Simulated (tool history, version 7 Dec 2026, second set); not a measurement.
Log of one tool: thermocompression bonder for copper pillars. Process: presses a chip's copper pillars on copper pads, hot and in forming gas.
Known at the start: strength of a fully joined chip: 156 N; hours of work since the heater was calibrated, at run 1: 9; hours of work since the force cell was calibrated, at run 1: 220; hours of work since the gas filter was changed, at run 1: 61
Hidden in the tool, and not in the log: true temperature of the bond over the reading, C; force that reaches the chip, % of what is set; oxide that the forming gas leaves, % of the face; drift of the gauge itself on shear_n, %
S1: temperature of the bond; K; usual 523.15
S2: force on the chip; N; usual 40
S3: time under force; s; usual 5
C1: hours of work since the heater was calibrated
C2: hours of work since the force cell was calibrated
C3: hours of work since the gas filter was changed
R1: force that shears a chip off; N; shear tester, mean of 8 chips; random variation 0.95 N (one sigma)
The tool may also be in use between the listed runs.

run 1 hour=0.0 | S1=523.15 S2=40 S3=5 | C1=9 C2=220 C3=61 | R1=77.2
run 2 hour=46.9 | S1=523.15 S2=40 S3=5 | C1=33 C2=244 C3=86 | R1=76.5
run 3 hour=107.7 | S1=523.15 S2=40 S3=5 | C1=64 C2=276 C3=117 | R1=75.2
run 4 hour=161.1 | S1=523.15 S2=25 S3=5 | C1=91 C2=303 C3=144 | R1=46.3
run 5 hour=207.2 | S1=523.15 S2=25 S3=5 | C1=115 C2=327 C3=168 | R1=46.1
run 6 hour=254.1 | S1=523.15 S2=40 S3=5 | C1=139 C2=351 C3=192 | R1=74.9
run 7 hour=295.3 | S1=543.15 S2=40 S3=5 | C1=160 C2=372 C3=213 | R1=87.1
run 8 hour=362.8 | S1=543.15 S2=40 S3=5 | C1=195 C2=407 C3=248 | R1=85.6
run 9 hour=436.0 | S1=543.15 S2=40 S3=5 | C1=233 C2=444 C3=286 | R1=84.8
run 10 hour=507.5 | S1=523.15 S2=53 S3=11 | C1=270 C2=481 C3=322 | R1=108.9
run 11 hour=580.1 | S1=504.15 S2=29 S3=8 | C1=307 C2=518 C3=360 | R1=49.5

Run 12 comes next. What will it give?
run 12 hour=614.8 | S1=523.15 S2=27 S3=5 | C1=325 C2=536 C3=378 | R1=?

Run 12 gave R1 47.0 N.
Without the tool's hidden state the same run would have given R1 55.7 N.
